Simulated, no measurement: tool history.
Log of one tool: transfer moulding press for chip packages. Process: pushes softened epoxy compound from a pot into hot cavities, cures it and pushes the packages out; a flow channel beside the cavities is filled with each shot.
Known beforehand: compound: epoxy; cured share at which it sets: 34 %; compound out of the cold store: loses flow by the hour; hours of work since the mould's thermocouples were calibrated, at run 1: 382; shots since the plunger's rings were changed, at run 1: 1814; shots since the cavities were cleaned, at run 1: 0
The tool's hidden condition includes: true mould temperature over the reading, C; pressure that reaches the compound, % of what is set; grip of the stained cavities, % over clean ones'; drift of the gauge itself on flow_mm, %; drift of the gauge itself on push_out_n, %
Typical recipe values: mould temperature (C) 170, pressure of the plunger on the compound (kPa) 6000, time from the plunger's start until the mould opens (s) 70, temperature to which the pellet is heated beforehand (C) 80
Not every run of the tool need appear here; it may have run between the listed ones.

run,hour,mould temperature (C),pressure of the plunger on the compound (kPa),time from the plunger's start until the mould opens (s),temperature to which the pellet is heated beforehand (C),hours of work since the mould's thermocouples were calibrated,shots since the plunger's rings were changed,shots since the cavities were cleaned,incoming compound's hours out of the cold store,length that the compound runs in the flow channel (mm),greatest force on the pins that push the packages out (N)
1,0.0,170,6000,70,80,382,1814,0,24.5,515,453
2,19.5,170,6000,70,80,393,2056,242,18.7,526,654
# hour 41.1: cavities cleaned with cleaning compound and waxed
3,50.6,170,6000,70,80,409,2422,118,32.7,501,537
4,70.9,170,6000,70,80,421,2672,368,45.7,485,686
# hour 82.0: cavities cleaned with cleaning compound and waxed
# hour 90.5: plunger's sealing rings changed
5,107.1,170,6000,76,80,439,205,278,36.7,509,611
# hour 126.4: cavities cleaned with cleaning compound and waxed
6,145.0,175,6000,76,80,459,656,231,32.4,501,560
# hour 150.3: mould's thermocouples calibrated
# hour 169.6: cavities cleaned with cleaning compound and waxed
7,179.5,175,6000,76,80,16,1039,123,33.0,502,482
# hour 212.6: cavities cleaned with cleaning compound and waxed
8,212.6,163,6000,70,80,33,1429,0,27.5,522,573
# hour 256.4: cavities cleaned with cleaning compound and waxed
9,261.3,163,6000,70,80,60,2013,61,12.2,534,690
# hour 276.2: mould's thermocouples calibrated, once more
# hour 301.9: cavities cleaned with cleaning compound and waxed
10,311.5,163,6000,70,80,19,2590,119,27.8,520,825
# hour 335.1: plunger's sealing rings changed
# hour 347.7: cavities cleaned with cleaning compound and waxed
11,355.7,163,6000,70,70,42,236,100,36.2,523,796
12,376.3,176,5600,70,70,53,491,355,37.4,479,640
# hour 390.8: cavities cleaned with cleaning compound and waxed
13,405.0,176,6690,100,70,69,827,176,10.3,561,536
# hour 433.8: cavities cleaned with cleaning compound and waxed
14,436.0,170,6000,70,73,85,1192,28,13.7,531,506

The next listed run, before its measurement:
15,468.6,170,6000,70,73,104,1595,431,35.7,?,?

Run 15 gave length that the compound runs in the flow channel (mm) 500, greatest force on the pins that push the packages out (N) 728.
If the tool had no hidden condition, the same run with the same run-to-run variation would have returned length that the compound runs in the flow channel (mm) 510, greatest force on the pins that push the packages out (N) 422.
